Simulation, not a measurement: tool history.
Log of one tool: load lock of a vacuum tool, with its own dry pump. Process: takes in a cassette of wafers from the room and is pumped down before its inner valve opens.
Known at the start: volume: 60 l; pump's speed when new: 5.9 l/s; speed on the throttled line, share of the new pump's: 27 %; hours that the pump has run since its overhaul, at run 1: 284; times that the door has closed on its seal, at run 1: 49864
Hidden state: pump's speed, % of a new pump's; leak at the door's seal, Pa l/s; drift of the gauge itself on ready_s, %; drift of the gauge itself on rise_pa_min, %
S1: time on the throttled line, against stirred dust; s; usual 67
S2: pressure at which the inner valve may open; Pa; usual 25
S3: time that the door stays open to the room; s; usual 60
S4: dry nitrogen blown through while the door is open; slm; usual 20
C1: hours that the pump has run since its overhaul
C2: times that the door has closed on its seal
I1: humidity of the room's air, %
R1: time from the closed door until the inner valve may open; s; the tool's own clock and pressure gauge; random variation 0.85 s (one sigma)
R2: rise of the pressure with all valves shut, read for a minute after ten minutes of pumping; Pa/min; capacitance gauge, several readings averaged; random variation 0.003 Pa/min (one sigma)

run,hour,S1,S2,S3,S4,C1,C2,I1,R1,R2
1,0,67,25,60,20,284,49864,43.9,135,0.147
2,398.1,67,25,118,20,682,51379,46.6,134.6,0.164
3,842.9,67,25,118,20,1127,53071,42.6,135.4,0.178
4,1145.7,67,25,60,9,1429,54223,48.2,137.4,0.177
5,1362.9,67,25,60,9,1647,55050,44,134.8,0.174
6,1755.6,67,25,60,9,2039,56544,43.3,136.6,0.182
7,1965.6,67,25,29,20,2249,57343,46.3,136.1,0.184
8,2268,67,25,29,20,2552,58494,46.6,136.4,0.179
9,2497.1,67,25,29,20,2781,59365,40.7,137,0.188
10,2808.7,67,25,29,20,3092,60551,48,136,0.19
11,3148.2,67,25,116,20,3432,61843,42.5,137.1,0.207
12,3392,67,25,60,4,3676,62771,44.4,138.5,0.217
13,3811.5,67,25,60,4,4095,64367,46,137.8,0.228
14,4010.4,67,25,60,4,4294,65124,41.6,136.8,0.227
15,4224.5,67,25,60,4,4508,65939,45.3,137.4,0.237
16,4447.4,59,47,60,20,4731,66786,44.5,125.3,0.228
17,4743.1,59,40,60,36,5027,67912,46.6,125.5,0.221
# hour 5116.8: door's seal changed, seat wiped
18,5116.8,126,28,55,20,5399,0,43.8,181.5,0.021
19,5457.1,126,25,55,20,5739,1295,43.3,181.7,0.02
20,5716.9,126,25,55,20,5999,2283,44.4,178.7,0.021
21,6035.8,126,25,55,20,6318,3497,44.2,181.4,0.023
22,6436,67,38,44,5,6718,5020,45.1,134.2,0.038
23,6724.3,58,28,44,5,7006,6117,43.9,130.6,0.033
24,7191.2,58,28,44,5,7473,7893,47.6,131,0.037
25,7630.4,58,28,44,5,7913,9564,46,132.2,0.038
26,7909.3,37,41,31,6,8191,10626,46.1,111.6,0.031
27,8107.7,67,25,119,20,8390,11381,44.7,140.7,0.04
28,8342.9,67,44,213,20,8625,12276,42.3,132.6,0.046

5 ways to go on from here, each from the tool as it stands after run 28. What would each give?
A,8719.1,107,25,29,20,9001,13707,44.6,?,?
B,8719.1,48,20,107,20,9001,13707,46.9,?,?
C,8719.1,67,25,60,11,9001,13707,41,?,?
D,8719.1,96,45,60,5,9001,13707,41.8,?,?
E,8719.1,62,25,55,20,9001,13707,44.8,?,?

run,R1,R2
A,169.7,0.027
B,130,0.047
C,138.7,0.036
D,155,0.048
E,135,0.04
Without the tool's hidden state the same runs would have given:
run,R1,R2
A,164.9,0.011
B,123.5,0.031
C,133.2,0.019
D,150.5,0.032
E,129.3,0.023
